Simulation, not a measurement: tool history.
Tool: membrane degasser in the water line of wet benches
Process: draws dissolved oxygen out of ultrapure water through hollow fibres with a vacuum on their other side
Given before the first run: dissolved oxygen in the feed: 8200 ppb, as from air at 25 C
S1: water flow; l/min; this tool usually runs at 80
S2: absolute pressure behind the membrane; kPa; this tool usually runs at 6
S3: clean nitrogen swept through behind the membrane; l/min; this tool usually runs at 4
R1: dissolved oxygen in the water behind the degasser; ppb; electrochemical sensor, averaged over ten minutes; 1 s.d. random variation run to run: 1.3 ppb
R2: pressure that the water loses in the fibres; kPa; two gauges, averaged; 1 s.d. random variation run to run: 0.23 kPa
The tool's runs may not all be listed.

run    hour   S1     S2    S3     R1     R2
  1       0   80      6     4  130.2   61.9
  2     236   80      6     4  127.9  61.75
  3   419.5   80      6     4  129.6  61.78
  4   621.6   80   8.14     4  222.9  61.71
  5   777.7   80      6     4  131.5  61.46
  6  1021.6   80      6     4  131.5  61.93
  7  1208.8   80      6     4  132.6  62.15
  8  1342.5   80      6     4  135.2  62.04
  9  1549.7   80      6     4  134.5  62.31
 10  1726.1   80      6     4  136.3   62.4
 11  1857.4   80  10.24  5.81  229.3  62.19
 12  1979.8   80  10.24  5.81  227.4  62.26
 13  2203.7   80   4.64  5.41   59.7  62.43
 14    2390   80   4.64  5.41   59.7  62.99
 15  2638.4   52  11.14  3.62    266  40.41
 16  2891.6   52  11.14  3.62  264.7  40.58
 17  3110.2   52   4.29  2.44   61.9  40.78
 18    3281  117  11.66     4  533.4  91.71
 19  3487.6   78   8.97     4  262.3  61.36
 20  3741.5   80   4.25  1.63  124.2   63.1

5 ways to go on from here, each from the tool as it stands after run 20. What would each give?
  A  3881.8   86   3.67      4   ?   ?
  B  3881.8  124      8   1.63   ?   ?
  C  3881.8   48   5.04   7.59   ?   ?
  D  3881.8   58  14.12  10.67   ?   ?
  E  3881.8   51   4.25   1.63   ?   ?

run     R1     R2
  A     43  67.81
  B  649.1  97.82
  C     32  38.13
  D  147.8  45.77
  E   85.2   40.4
What these runs would have given with no unlogged condition in the tool:
run     R1     R2
  A   29.6  64.72
  B  615.6  93.35
  C   28.1   36.4
  D  143.8  43.68
  E   69.8  38.56

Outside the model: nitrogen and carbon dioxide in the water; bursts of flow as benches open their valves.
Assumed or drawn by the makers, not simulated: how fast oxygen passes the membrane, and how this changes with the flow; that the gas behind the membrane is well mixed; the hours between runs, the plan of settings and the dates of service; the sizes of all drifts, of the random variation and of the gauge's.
